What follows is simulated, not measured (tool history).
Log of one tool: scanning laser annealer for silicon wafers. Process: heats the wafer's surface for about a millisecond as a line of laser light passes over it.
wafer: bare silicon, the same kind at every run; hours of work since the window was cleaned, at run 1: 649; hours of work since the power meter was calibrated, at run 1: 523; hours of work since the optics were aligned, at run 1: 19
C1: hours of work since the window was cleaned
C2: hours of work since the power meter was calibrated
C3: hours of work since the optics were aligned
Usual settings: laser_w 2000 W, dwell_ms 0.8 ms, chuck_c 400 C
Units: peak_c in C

{"run": 1, "day": 0.0, "laser_w": 2000, "dwell_ms": 0.8, "chuck_c": 400, "C1": 649, "C2": 523, "C3": 19, "peak_c": 1206}
{"run": 2, "day": 0.7, "laser_w": 2000, "dwell_ms": 0.8, "chuck_c": 400, "C1": 660, "C2": 534, "C3": 30, "peak_c": 1205}
{"run": 3, "day": 1.296, "laser_w": 2000, "dwell_ms": 0.8, "chuck_c": 400, "C1": 670, "C2": 544, "C3": 39, "peak_c": 1204}
{"run": 4, "day": 2.121, "laser_w": 2000, "dwell_ms": 0.8, "chuck_c": 400, "C1": 683, "C2": 557, "C3": 52, "peak_c": 1203}
{"run": 5, "day": 3.067, "laser_w": 2000, "dwell_ms": 0.8, "chuck_c": 400, "C1": 698, "C2": 572, "C3": 68, "peak_c": 1202}
{"run": 6, "day": 3.633, "laser_w": 2000, "dwell_ms": 0.8, "chuck_c": 398, "C1": 707, "C2": 581, "C3": 77, "peak_c": 1201}
{"run": 7, "day": 4.571, "laser_w": 2000, "dwell_ms": 0.8, "chuck_c": 398, "C1": 722, "C2": 596, "C3": 92, "peak_c": 1197}
{"run": 8, "day": 5.004, "laser_w": 2000, "dwell_ms": 0.77, "chuck_c": 400, "C1": 729, "C2": 603, "C3": 99, "peak_c": 1183}
{"run": 9, "day": 5.692, "laser_w": 2000, "dwell_ms": 0.77, "chuck_c": 400, "C1": 740, "C2": 614, "C3": 110, "peak_c": 1183}
{"run": 10, "day": 6.546, "laser_w": 2000, "dwell_ms": 0.832, "chuck_c": 400, "C1": 754, "C2": 628, "C3": 123, "peak_c": 1219}
{"run": 11, "day": 7.346, "laser_w": 2000, "dwell_ms": 0.832, "chuck_c": 400, "C1": 767, "C2": 640, "C3": 136, "peak_c": 1219}
{"run": 12, "day": 8.279, "laser_w": 2000, "dwell_ms": 0.832, "chuck_c": 400, "C1": 782, "C2": 655, "C3": 151, "peak_c": 1217}
{"run": 13, "day": 9.125, "laser_w": 2000, "dwell_ms": 0.8, "chuck_c": 368, "C1": 795, "C2": 669, "C3": 164, "peak_c": 1166}
{"run": 14, "day": 9.533, "laser_w": 2000, "dwell_ms": 0.8, "chuck_c": 368, "C1": 802, "C2": 675, "C3": 171, "peak_c": 1166}
{"run": 15, "day": 10.217, "laser_w": 2000, "dwell_ms": 0.8, "chuck_c": 400, "C1": 813, "C2": 686, "C3": 182, "peak_c": 1199}
{"run": 16, "day": 10.679, "laser_w": 2000, "dwell_ms": 0.8, "chuck_c": 400, "C1": 820, "C2": 694, "C3": 189, "peak_c": 1198}
{"run": 17, "day": 11.15, "laser_w": 2000, "dwell_ms": 0.8, "chuck_c": 400, "C1": 827, "C2": 701, "C3": 197, "peak_c": 1197}
{"run": 18, "day": 11.592, "laser_w": 2000, "dwell_ms": 0.8, "chuck_c": 400, "C1": 835, "C2": 708, "C3": 204, "peak_c": 1196}
{"run": 19, "day": 12.229, "laser_w": 2000, "dwell_ms": 0.928, "chuck_c": 400, "C1": 845, "C2": 719, "C3": 214, "peak_c": 1270}
{"run": 20, "day": 12.921, "laser_w": 2000, "dwell_ms": 0.928, "chuck_c": 400, "C1": 856, "C2": 730, "C3": 225, "peak_c": 1270}
{"run": 21, "day": 13.367, "laser_w": 2000, "dwell_ms": 0.928, "chuck_c": 400, "C1": 863, "C2": 737, "C3": 232, "peak_c": 1268}
{"run": 22, "day": 14.012, "laser_w": 1824, "dwell_ms": 0.87, "chuck_c": 400, "C1": 873, "C2": 747, "C3": 243, "peak_c": 1149}
{"day": 14.321, "done": "window over the wafer cleaned"}
{"run": 23, "day": 15.083, "laser_w": 1890, "dwell_ms": 0.722, "chuck_c": 406, "C1": 12, "C2": 763, "C3": 258, "peak_c": 1124}
{"run": 24, "day": 15.7, "laser_w": 2169, "dwell_ms": 0.634, "chuck_c": 406, "C1": 22, "C2": 773, "C3": 268, "peak_c": 1188}
{"run": 25, "day": 16.412, "laser_w": 1878, "dwell_ms": 0.634, "chuck_c": 373, "C1": 33, "C2": 784, "C3": 280, "peak_c": 1030}
{"run": 26, "day": 16.938, "laser_w": 1878, "dwell_ms": 0.634, "chuck_c": 373, "C1": 42, "C2": 793, "C3": 288, "peak_c": 1031}
{"run": 27, "day": 17.671, "laser_w": 2001, "dwell_ms": 0.8, "chuck_c": 426, "C1": 54, "C2": 804, "C3": 300, "peak_c": 1241}
{"run": 28, "day": 18.379, "laser_w": 2000, "dwell_ms": 0.643, "chuck_c": 388, "C1": 65, "C2": 816, "C3": 311, "peak_c": 1100}
{"run": 29, "day": 18.896, "laser_w": 2000, "dwell_ms": 0.643, "chuck_c": 388, "C1": 73, "C2": 824, "C3": 319, "peak_c": 1102}
{"run": 30, "day": 19.796, "laser_w": 2000, "dwell_ms": 0.643, "chuck_c": 388, "C1": 88, "C2": 838, "C3": 334, "peak_c": 1102}
{"run": 31, "day": 20.8, "laser_w": 2033, "dwell_ms": 0.839, "chuck_c": 400, "C1": 104, "C2": 854, "C3": 350, "peak_c": 1252}
{"run": 32, "day": 21.367, "laser_w": 1727, "dwell_ms": 0.8, "chuck_c": 400, "C1": 113, "C2": 863, "C3": 359, "peak_c": 1080}
{"run": 33, "day": 21.958, "laser_w": 1727, "dwell_ms": 0.8, "chuck_c": 400, "C1": 122, "C2": 873, "C3": 368, "peak_c": 1080}
{"run": 34, "day": 22.829, "laser_w": 2000, "dwell_ms": 0.72, "chuck_c": 422, "C1": 136, "C2": 887, "C3": 382, "peak_c": 1186}
{"run": 35, "day": 23.458, "laser_w": 2000, "dwell_ms": 0.734, "chuck_c": 375, "C1": 146, "C2": 897, "C3": 392, "peak_c": 1147}
{"run": 36, "day": 24.462, "laser_w": 2182, "dwell_ms": 0.734, "chuck_c": 405, "C1": 162, "C2": 913, "C3": 408, "peak_c": 1262}
{"run": 37, "day": 25.208, "laser_w": 2000, "dwell_ms": 0.733, "chuck_c": 416, "C1": 174, "C2": 925, "C3": 420, "peak_c": 1184}
{"run": 38, "day": 25.988, "laser_w": 2138, "dwell_ms": 0.8, "chuck_c": 440, "C1": 187, "C2": 937, "C3": 433, "peak_c": 1316}
{"run": 39, "day": 26.467, "laser_w": 1707, "dwell_ms": 0.8, "chuck_c": 393, "C1": 194, "C2": 945, "C3": 440, "peak_c": 1061}
{"run": 40, "day": 27.388, "laser_w": 1986, "dwell_ms": 0.8, "chuck_c": 404, "C1": 209, "C2": 960, "C3": 455, "peak_c": 1204}
{"run": 41, "day": 28.358, "laser_w": 2000, "dwell_ms": 0.752, "chuck_c": 436, "C1": 225, "C2": 975, "C3": 471, "peak_c": 1213}

The same runs without the tool's hidden state, with the same run-to-run variation:
The hidden state here: light that passes the window, % of a clean one's; laser's true power over the reading, %; width of the line over the set one, %; drift of the gauge itself on peak_c, C.
run=1 peak_c=1218
run=2 peak_c=1217
run=3 peak_c=1217
run=4 peak_c=1217
run=5 peak_c=1216
run=6 peak_c=1215
run=7 peak_c=1212
run=8 peak_c=1197
run=9 peak_c=1198
run=10 peak_c=1235
run=11 peak_c=1236
run=12 peak_c=1234
run=13 peak_c=1183
run=14 peak_c=1183
run=15 peak_c=1216
run=16 peak_c=1215
run=17 peak_c=1215
run=18 peak_c=1215
run=19 peak_c=1290
run=20 peak_c=1290
run=21 peak_c=1289
run=22 peak_c=1167
run=23 peak_c=1124
run=24 peak_c=1189
run=25 peak_c=1031
run=26 peak_c=1032
run=27 peak_c=1243
run=28 peak_c=1102
run=29 peak_c=1104
run=30 peak_c=1105
run=31 peak_c=1255
run=32 peak_c=1083
run=33 peak_c=1083
run=34 peak_c=1190
run=35 peak_c=1152
run=36 peak_c=1268
run=37 peak_c=1190
run=38 peak_c=1322
run=39 peak_c=1066
run=40 peak_c=1211
run=41 peak_c=1220
